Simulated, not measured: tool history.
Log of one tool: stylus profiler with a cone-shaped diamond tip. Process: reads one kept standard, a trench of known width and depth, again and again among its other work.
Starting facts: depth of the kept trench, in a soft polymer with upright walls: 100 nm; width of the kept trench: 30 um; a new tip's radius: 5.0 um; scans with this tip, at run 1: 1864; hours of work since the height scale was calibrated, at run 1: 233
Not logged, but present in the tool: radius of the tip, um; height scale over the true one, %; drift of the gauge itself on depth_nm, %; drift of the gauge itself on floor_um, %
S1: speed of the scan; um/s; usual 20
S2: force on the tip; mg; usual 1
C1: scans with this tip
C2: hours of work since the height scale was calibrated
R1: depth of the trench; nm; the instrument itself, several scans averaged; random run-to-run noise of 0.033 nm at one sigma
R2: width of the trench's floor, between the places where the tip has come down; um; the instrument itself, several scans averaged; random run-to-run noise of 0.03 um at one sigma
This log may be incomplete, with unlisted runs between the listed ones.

run 1 hour=0 | S1=20 S2=1 | C1=1864 C2=233 | R1=100.73 R2=27.81
run 2 hour=7.8 | S1=20 S2=1 | C1=1904 C2=238 | R1=100.74 R2=27.81
run 3 hour=15.6 | S1=20 S2=1 | C1=1944 C2=243 | R1=100.75 R2=27.85
run 4 hour=22.5 | S1=20 S2=1 | C1=1980 C2=248 | R1=100.71 R2=27.87
run 5 hour=28.8 | S1=25 S2=1 | C1=2012 C2=252 | R1=100.79 R2=27.81
run 6 hour=42.3 | S1=25 S2=1 | C1=2082 C2=261 | R1=100.78 R2=27.78
run 7 hour=52.1 | S1=25 S2=1 | C1=2132 C2=267 | R1=100.75 R2=27.75
run 8 hour=62.8 | S1=25 S2=1 | C1=2187 C2=274 | R1=100.79 R2=27.8
run 9 hour=71 | S1=25 S2=1 | C1=2229 C2=279 | R1=100.69 R2=27.76
run 10 hour=80.9 | S1=67 S2=1 | C1=2281 C2=285 | R1=100.76 R2=27.62
run 11 hour=95.7 | S1=67 S2=1 | C1=2357 C2=295 | R1=100.7 R2=27.61
run 12 hour=104.1 | S1=67 S2=1 | C1=2400 C2=300 | R1=100.73 R2=27.62
run 13 hour=117.8 | S1=20 S2=1 | C1=2470 C2=309 | R1=100.76 R2=27.74
run 14 hour=132.8 | S1=20 S2=1 | C1=2548 C2=319 | R1=100.73 R2=27.77
run 15 hour=146.5 | S1=20 S2=1 | C1=2618 C2=328 | R1=100.68 R2=27.78
run 16 hour=155.1 | S1=20 S2=0.55 | C1=2662 C2=333 | R1=100.41 R2=27.75
run 17 hour=163.5 | S1=20 S2=0.55 | C1=2706 C2=339 | R1=100.43 R2=27.76
run 18 hour=176.9 | S1=20 S2=0.86 | C1=2775 C2=347 | R1=100.63 R2=27.74
run 19 hour=188.3 | S1=20 S2=0.34 | C1=2834 C2=355 | R1=100.32 R2=27.75
run 20 hour=199.3 | S1=20 S2=0.34 | C1=2890 C2=362 | R1=100.21 R2=27.69
run 21 hour=207.4 | S1=20 S2=0.34 | C1=2932 C2=367 | R1=100.27 R2=27.71
run 22 hour=219.4 | S1=20 S2=0.34 | C1=2994 C2=375 | R1=100.23 R2=27.72
run 23 hour=229.5 | S1=20 S2=0.34 | C1=3046 C2=381 | R1=100.18 R2=27.74
run 24 hour=239.8 | S1=20 S2=0.34 | C1=3099 C2=388 | R1=100.2 R2=27.71
run 25 hour=250.2 | S1=6 S2=0.72 | C1=3152 C2=395 | R1=100.5 R2=27.74
run 26 hour=257.3 | S1=6 S2=0.72 | C1=3189 C2=399 | R1=100.51 R2=27.73
run 27 hour=265.8 | S1=6 S2=0.72 | C1=3233 C2=405 | R1=100.56 R2=27.81
run 28 hour=273.6 | S1=28 S2=1.98 | C1=3273 C2=410 | R1=101.16 R2=27.76
run 29 hour=282 | S1=28 S2=1.56 | C1=3316 C2=415 | R1=100.96 R2=27.75
run 30 hour=292.3 | S1=17 S2=1.23 | C1=3369 C2=422 | R1=100.77 R2=27.8
-- hour=293.7 height scale calibrated on a step standard
run 31 hour=304.1 | S1=8 S2=0.5 | C1=3427 C2=7 | R1=100.4 R2=27.7
run 32 hour=317.6 | S1=35 S2=1.32 | C1=3497 C2=15 | R1=100.79 R2=27.66
run 33 hour=325.2 | S1=35 S2=1.32 | C1=3536 C2=20 | R1=100.77 R2=27.69
run 34 hour=333.1 | S1=54 S2=0.36 | C1=3577 C2=25 | R1=100.28 R2=27.5
run 35 hour=344.4 | S1=54 S2=0.36 | C1=3635 C2=33 | R1=100.26 R2=27.47
run 36 hour=355.3 | S1=54 S2=0.36 | C1=3691 C2=40 | R1=100.26 R2=27.51
run 37 hour=369.3 | S1=9 S2=1 | C1=3763 C2=49 | R1=100.61 R2=27.73
run 38 hour=379.9 | S1=8 S2=0.8 | C1=3818 C2=56 | R1=100.55 R2=27.77
-- hour=383.2 height scale calibrated on a step standard, once more
run 39 hour=392 | S1=8 S2=0.8 | C1=3878 C2=6 | R1=100.68 R2=27.76
run 40 hour=398.2 | S1=20 S2=0.35 | C1=3909 C2=10 | R1=100.39 R2=27.67
run 41 hour=409.6 | S1=72 S2=0.55 | C1=3968 C2=17 | R1=100.58 R2=27.45
run 42 hour=422.8 | S1=69 S2=1.02 | C1=4036 C2=26 | R1=100.8 R2=27.49
run 43 hour=432.3 | S1=15 S2=0.69 | C1=4085 C2=32 | R1=100.6 R2=27.7
run 44 hour=440.9 | S1=11 S2=2.71 | C1=4130 C2=37 | R1=101.46 R2=27.64
run 45 hour=448.9 | S1=62 S2=0.34 | C1=4171 C2=42 | R1=100.37 R2=27.41
run 46 hour=457.2 | S1=8 S2=2.68 | C1=4214 C2=48 | R1=101.52 R2=27.73

Alternative continuations, all from the tool just after run 46; predict every row:
run A hour=467.9 | S1=7 S2=2.68 | C1=4269 C2=55 | R1=? R2=?
run B hour=467.9 | S1=60 S2=2.68 | C1=4269 C2=55 | R1=? R2=?
run C hour=467.9 | S1=23 S2=0.92 | C1=4269 C2=55 | R1=? R2=?
run D hour=467.9 | S1=8 S2=0.35 | C1=4269 C2=55 | R1=? R2=?

run=A R1=101.54 R2=27.73
run=B R1=101.55 R2=27.65
run=C R1=100.73 R2=27.71
run=D R1=100.36 R2=27.67
Without the tool's hidden state the same runs would have given:
run=A R1=101.58 R2=27.99
run=B R1=101.59 R2=27.92
run=C R1=100.77 R2=27.98
run=D R1=100.4 R2=27.94
